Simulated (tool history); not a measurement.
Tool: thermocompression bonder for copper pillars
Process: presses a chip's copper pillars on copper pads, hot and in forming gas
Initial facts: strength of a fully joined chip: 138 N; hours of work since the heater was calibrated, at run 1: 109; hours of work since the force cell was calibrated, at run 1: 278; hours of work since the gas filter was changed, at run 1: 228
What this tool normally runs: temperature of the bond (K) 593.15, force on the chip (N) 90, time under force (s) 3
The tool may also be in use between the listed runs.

| run | hour | temperature of the bond (K) | force on the chip (N) | time under force (s) | hours of work since the heater was calibrated | hours of work since the force cell was calibrated | hours of work since the gas filter was changed | force that shears a chip off (N) |
|---|---|---|---|---|---|---|---|---|
| 1 | 0 | 593.15 | 90 | 3 | 109 | 278 | 228 | 96.3 |
| 2 | 37.7 | 593.15 | 90 | 3 | 125 | 294 | 244 | 96.8 |
| 3 | 102 | 593.15 | 82 | 3 | 152 | 320 | 270 | 91 |
|  | 124.1 | forming gas filter changed |
| 4 | 163.8 | 593.15 | 82 | 3 | 177 | 346 | 17 | 91.1 |
| 5 | 199.8 | 593.15 | 82 | 3 | 192 | 361 | 32 | 90.5 |
| 6 | 231.1 | 590.15 | 82 | 3 | 205 | 374 | 45 | 88 |
| 7 | 298.8 | 593.15 | 90 | 3 | 233 | 402 | 73 | 97.3 |
| 8 | 354.9 | 593.15 | 90 | 3 | 257 | 425 | 96 | 96.9 |
| 9 | 413.6 | 593.15 | 103 | 3 | 281 | 450 | 120 | 104.4 |
| 10 | 447.8 | 593.15 | 103 | 3 | 295 | 464 | 135 | 103.8 |
| 11 | 519 | 593.15 | 103 | 3 | 325 | 494 | 164 | 104.5 |
| 12 | 551 | 593.15 | 90 | 3 | 338 | 507 | 178 | 96.3 |
| 13 | 587.7 | 609.15 | 122 | 2 | 353 | 522 | 193 | 117.2 |
| 14 | 657.6 | 609.15 | 122 | 2 | 383 | 551 | 222 | 115.9 |
| 15 | 695 | 593.15 | 70 | 2 | 398 | 567 | 238 | 71.2 |
| 16 | 756.4 | 593.15 | 70 | 2 | 424 | 593 | 263 | 71.9 |
|  | 796.8 | forming gas filter changed |
| 17 | 796.8 | 593.15 | 70 | 2 | 440 | 609 | 0 | 72.2 |
| 18 | 850 | 593.15 | 70 | 4 | 462 | 631 | 22 | 89.5 |
| 19 | 911.1 | 593.15 | 70 | 4 | 488 | 657 | 48 | 89.5 |
| 20 | 961.7 | 591.15 | 90 | 3 | 509 | 678 | 69 | 95.3 |
| 21 | 1006.4 | 596.15 | 132 | 6 | 527 | 696 | 87 | 128.6 |
| 22 | 1064.3 | 596.15 | 132 | 6 | 552 | 720 | 111 | 129.2 |
|  | 1120.9 | heater calibrated with a thermocouple chip |
| 23 | 1137.3 | 618.15 | 90 | 3 | 7 | 750 | 141 | 116.8 |
| 24 | 1193.3 | 618.15 | 82 | 3 | 30 | 773 | 164 | 112 |

Take each entry between the runs: how does the hidden state at the last listed run before it differ from the hidden state at the first listed run after it?
In the gap between runs 3 and 4: forming gas filter changed (hour 124.1)
  oxide that the forming gas leaves, % of the face: 0.89 -> 0.52
In the gap between runs 16 and 17: forming gas filter changed (hour 796.8)
  oxide that the forming gas leaves, % of the face: 0.87 -> 0.5
In the gap between runs 22 and 23: heater calibrated with a thermocouple chip (hour 1120.9)
  true temperature of the bond over the reading, C: 0.4 -> 0; oxide that the forming gas leaves, % of the face: 0.66 -> 0.7

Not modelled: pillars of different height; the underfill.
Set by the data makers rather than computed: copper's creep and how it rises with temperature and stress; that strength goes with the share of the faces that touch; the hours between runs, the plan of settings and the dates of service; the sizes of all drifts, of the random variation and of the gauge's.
